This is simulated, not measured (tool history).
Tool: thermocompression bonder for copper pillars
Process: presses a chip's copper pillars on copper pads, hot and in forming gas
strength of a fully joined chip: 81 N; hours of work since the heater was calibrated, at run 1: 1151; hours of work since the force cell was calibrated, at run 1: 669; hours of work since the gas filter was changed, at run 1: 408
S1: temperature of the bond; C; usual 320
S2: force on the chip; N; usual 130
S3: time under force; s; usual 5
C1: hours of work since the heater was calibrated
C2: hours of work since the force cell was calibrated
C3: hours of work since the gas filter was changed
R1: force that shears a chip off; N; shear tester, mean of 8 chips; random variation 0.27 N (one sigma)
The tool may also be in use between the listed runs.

{"run": 1, "hour": 0.0, "S1": 320, "S2": 130, "S3": 5, "C1": 1151, "C2": 669, "C3": 408, "R1": 48.7}
{"hour": 20.0, "done": "heater calibrated with a thermocouple chip"}
{"run": 2, "hour": 30.4, "S1": 320, "S2": 130, "S3": 5, "C1": 5, "C2": 683, "C3": 421, "R1": 44.7}
{"run": 3, "hour": 67.8, "S1": 320, "S2": 130, "S3": 5, "C1": 23, "C2": 701, "C3": 439, "R1": 44.8}
{"run": 4, "hour": 96.5, "S1": 320, "S2": 130, "S3": 5, "C1": 37, "C2": 715, "C3": 453, "R1": 44.7}
{"hour": 112.2, "done": "forming gas filter changed"}
{"run": 5, "hour": 132.8, "S1": 336, "S2": 130, "S3": 5, "C1": 54, "C2": 732, "C3": 10, "R1": 55.4}
{"run": 6, "hour": 184.5, "S1": 337, "S2": 130, "S3": 5, "C1": 78, "C2": 756, "C3": 35, "R1": 56.6}
{"run": 7, "hour": 240.8, "S1": 337, "S2": 130, "S3": 5, "C1": 105, "C2": 783, "C3": 61, "R1": 56.1}
{"run": 8, "hour": 282.7, "S1": 337, "S2": 130, "S3": 5, "C1": 125, "C2": 803, "C3": 81, "R1": 55.6}
{"run": 9, "hour": 329.2, "S1": 337, "S2": 160, "S3": 5, "C1": 147, "C2": 825, "C3": 104, "R1": 60.5}
{"run": 10, "hour": 375.1, "S1": 337, "S2": 160, "S3": 5, "C1": 169, "C2": 847, "C3": 126, "R1": 60.4}
{"run": 11, "hour": 407.7, "S1": 320, "S2": 130, "S3": 5, "C1": 185, "C2": 863, "C3": 141, "R1": 48.1}
{"run": 12, "hour": 459.2, "S1": 297, "S2": 130, "S3": 5, "C1": 209, "C2": 887, "C3": 166, "R1": 37.8}
{"hour": 463.8, "done": "force cell calibrated"}
{"run": 13, "hour": 516.7, "S1": 343, "S2": 151, "S3": 5, "C1": 236, "C2": 25, "C3": 192, "R1": 60.4}
{"run": 14, "hour": 555.2, "S1": 320, "S2": 112, "S3": 4, "C1": 255, "C2": 44, "C3": 211, "R1": 40.4}
{"run": 15, "hour": 588.1, "S1": 320, "S2": 112, "S3": 4, "C1": 270, "C2": 59, "C3": 226, "R1": 40.5}
{"run": 16, "hour": 628.1, "S1": 320, "S2": 160, "S3": 11, "C1": 289, "C2": 78, "C3": 246, "R1": 62.3}
{"run": 17, "hour": 654.5, "S1": 320, "S2": 160, "S3": 11, "C1": 302, "C2": 91, "C3": 258, "R1": 62.4}
{"run": 18, "hour": 689.2, "S1": 320, "S2": 160, "S3": 11, "C1": 319, "C2": 108, "C3": 275, "R1": 62.1}
{"hour": 732.3, "done": "force cell calibrated, once more"}
{"run": 19, "hour": 732.3, "S1": 320, "S2": 124, "S3": 11, "C1": 338, "C2": 0, "C3": 295, "R1": 58.3}
{"run": 20, "hour": 783.8, "S1": 320, "S2": 124, "S3": 11, "C1": 363, "C2": 25, "C3": 319, "R1": 57.6}
{"run": 21, "hour": 831.5, "S1": 320, "S2": 89, "S3": 7, "C1": 386, "C2": 47, "C3": 342, "R1": 43.1}
{"run": 22, "hour": 873.4, "S1": 311, "S2": 170, "S3": 5, "C1": 406, "C2": 67, "C3": 362, "R1": 51.6}
{"run": 23, "hour": 925.7, "S1": 311, "S2": 170, "S3": 5, "C1": 431, "C2": 92, "C3": 387, "R1": 50.5}
{"run": 24, "hour": 982.5, "S1": 325, "S2": 122, "S3": 3, "C1": 458, "C2": 119, "C3": 414, "R1": 41.2}

5 ways to go on from here, each from the tool as it stands after run 24. What would each give?
{"run": "A", "hour": 1016.6, "S1": 320, "S2": 167, "S3": 3, "C1": 474, "C2": 136, "C3": 430, "R1": "?"}
{"run": "B", "hour": 1016.6, "S1": 319, "S2": 130, "S3": 3, "C1": 474, "C2": 136, "C3": 430, "R1": "?"}
{"run": "C", "hour": 1016.6, "S1": 291, "S2": 88, "S3": 5, "C1": 474, "C2": 136, "C3": 430, "R1": "?"}
{"run": "D", "hour": 1016.6, "S1": 314, "S2": 79, "S3": 9, "C1": 474, "C2": 136, "C3": 430, "R1": "?"}
{"run": "E", "hour": 1016.6, "S1": 313, "S2": 181, "S3": 4, "C1": 474, "C2": 136, "C3": 430, "R1": "?"}

run=A R1=46.4
run=B R1=40.1
run=C R1=27.1
run=D R1=40.5
run=E R1=49.8
Without the tool's hidden state the same runs would have given:
run=A R1=49.5
run=B R1=42.4
run=C R1=28.3
run=D R1=42.9
run=E R1=53.1
